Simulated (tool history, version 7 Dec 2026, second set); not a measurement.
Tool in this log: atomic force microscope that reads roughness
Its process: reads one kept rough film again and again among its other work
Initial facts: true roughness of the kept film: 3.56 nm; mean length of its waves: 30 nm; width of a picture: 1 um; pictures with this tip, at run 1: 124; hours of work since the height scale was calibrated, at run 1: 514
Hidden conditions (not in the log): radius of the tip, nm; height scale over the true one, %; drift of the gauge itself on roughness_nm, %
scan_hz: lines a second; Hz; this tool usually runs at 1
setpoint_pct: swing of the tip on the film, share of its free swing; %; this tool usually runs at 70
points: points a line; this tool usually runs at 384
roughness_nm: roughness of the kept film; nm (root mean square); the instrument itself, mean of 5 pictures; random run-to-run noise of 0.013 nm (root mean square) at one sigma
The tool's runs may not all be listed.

| run | day | scan_hz | setpoint_pct | points | pictures with this tip | hours of work since the height scale was calibrated | roughness_nm |
|---|---|---|---|---|---|---|---|
| 1 | 0 | 1 | 70 | 384 | 124 | 514 | 2.607 |
| 2 | 2.054 | 1 | 70 | 384 | 176 | 537 | 2.491 |
| 3 | 3.654 | 1 | 70 | 384 | 216 | 554 | 2.368 |
|  | 4.258 | new tip fitted |
| 4 | 5.296 | 1 | 70 | 384 | 26 | 572 | 2.987 |
| 5 | 8.317 | 1 | 70 | 384 | 103 | 604 | 2.75 |
| 6 | 10.15 | 1 | 70 | 384 | 149 | 624 | 2.599 |
| 7 | 12.325 | 1 | 70 | 700 | 204 | 648 | 2.492 |
|  | 13.392 | new tip fitted |
| 8 | 14.529 | 1 | 70 | 700 | 29 | 671 | 3.025 |
| 9 | 17.208 | 1 | 70 | 700 | 97 | 701 | 2.771 |
| 10 | 19.788 | 1 | 80 | 384 | 162 | 728 | 2.486 |
|  | 22.446 | new tip fitted |
| 11 | 22.717 | 1 | 70 | 384 | 7 | 760 | 3.082 |
| 12 | 25.121 | 1 | 70 | 384 | 68 | 786 | 2.869 |
| 13 | 26.738 | 1 | 70 | 384 | 109 | 804 | 2.753 |
| 14 | 28.825 | 1.17 | 70 | 384 | 161 | 826 | 2.547 |
|  | 31.633 | new tip fitted |
| 15 | 31.671 | 1.17 | 70 | 384 | 1 | 857 | 3.049 |
| 16 | 33.725 | 1.17 | 70 | 384 | 53 | 879 | 2.848 |
| 17 | 36.121 | 1.17 | 70 | 384 | 113 | 905 | 2.676 |
| 18 | 39.208 | 1.93 | 70 | 384 | 191 | 939 | 2.361 |
|  | 40.667 | new tip fitted |
| 19 | 41.679 | 1 | 70 | 384 | 25 | 965 | 3.01 |
| 20 | 43.658 | 1 | 70 | 384 | 76 | 987 | 2.812 |
| 21 | 45.683 | 1 | 70 | 384 | 127 | 1009 | 2.647 |
| 22 | 48.121 | 1 | 70 | 384 | 188 | 1035 | 2.488 |
|  | 49.95 | new tip fitted |
| 23 | 50.988 | 1 | 85 | 384 | 26 | 1066 | 2.823 |
| 24 | 54.15 | 1 | 85 | 384 | 106 | 1100 | 2.596 |
| 25 | 57.083 | 3.08 | 70 | 643 | 181 | 1132 | 2.259 |
|  | 59.025 | new tip fitted |
| 26 | 59.138 | 2.44 | 70 | 354 | 3 | 1154 | 2.842 |
| 27 | 61.483 | 2.44 | 70 | 354 | 62 | 1180 | 2.643 |
| 28 | 63.192 | 3.6 | 66 | 739 | 106 | 1198 | 2.482 |
| 29 | 65.517 | 1.43 | 68 | 476 | 164 | 1223 | 2.526 |
| 30 | 67.483 | 1 | 68 | 384 | 214 | 1245 | 2.463 |
|  | 68.021 | new tip fitted |
| 31 | 70.529 | 1 | 68 | 384 | 64 | 1277 | 2.888 |
| 32 | 72.688 | 1 | 88 | 681 | 118 | 1301 | 2.496 |
| 33 | 74.433 | 2.44 | 75 | 803 | 162 | 1320 | 2.272 |
| 34 | 76.475 | 2.88 | 77 | 1023 | 214 | 1342 | 2.055 |
|  | 77.046 | new tip fitted |
| 35 | 78.604 | 0.78 | 80 | 489 | 39 | 1365 | 2.902 |
| 36 | 81.475 | 3.72 | 90 | 527 | 112 | 1396 | 1.78 |
| 37 | 84.371 | 3.23 | 59 | 369 | 185 | 1427 | 2.441 |
| 38 | 85.896 | 0.64 | 77 | 534 | 224 | 1444 | 2.427 |
|  | 86.154 | new tip fitted |
| 39 | 88.275 | 0.64 | 77 | 534 | 54 | 1469 | 2.962 |
| 40 | 90.629 | 0.64 | 77 | 534 | 113 | 1495 | 2.798 |
| 41 | 92.45 | 0.64 | 58 | 354 | 159 | 1515 | 2.727 |
| 42 | 93.867 | 0.97 | 81 | 600 | 195 | 1530 | 2.405 |
|  | 95.258 | new tip fitted |
| 43 | 96.775 | 1.69 | 81 | 257 | 38 | 1561 | 2.653 |
| 44 | 99.646 | 1.69 | 81 | 257 | 111 | 1593 | 2.421 |
| 45 | 102.796 | 1.69 | 81 | 257 | 190 | 1627 | 2.237 |

Each run again, without the hidden state but with its own random variation kept:
| run | roughness_nm |
|---|---|
| 1 | 3.076 |
| 2 | 3.089 |
| 3 | 3.07 |
| 4 | 3.077 |
| 5 | 3.109 |
| 6 | 3.087 |
| 7 | 3.113 |
| 8 | 3.123 |
| 9 | 3.086 |
| 10 | 2.965 |
| 11 | 3.096 |
| 12 | 3.104 |
| 13 | 3.111 |
| 14 | 3.046 |
| 15 | 3.048 |
| 16 | 3.037 |
| 17 | 3.068 |
| 18 | 2.928 |
| 19 | 3.085 |
| 20 | 3.064 |
| 21 | 3.075 |
| 22 | 3.084 |
| 23 | 2.905 |
| 24 | 2.929 |
| 25 | 2.766 |
| 26 | 2.837 |
| 27 | 2.854 |
| 28 | 2.815 |
| 29 | 3.041 |
| 30 | 3.123 |
| 31 | 3.114 |
| 32 | 2.866 |
| 33 | 2.732 |
| 34 | 2.605 |
| 35 | 3.035 |
| 36 | 2.021 |
| 37 | 2.999 |
| 38 | 3.106 |
| 39 | 3.13 |
| 40 | 3.138 |
| 41 | 3.22 |
| 42 | 2.951 |
| 43 | 2.745 |
| 44 | 2.73 |
| 45 | 2.734 |
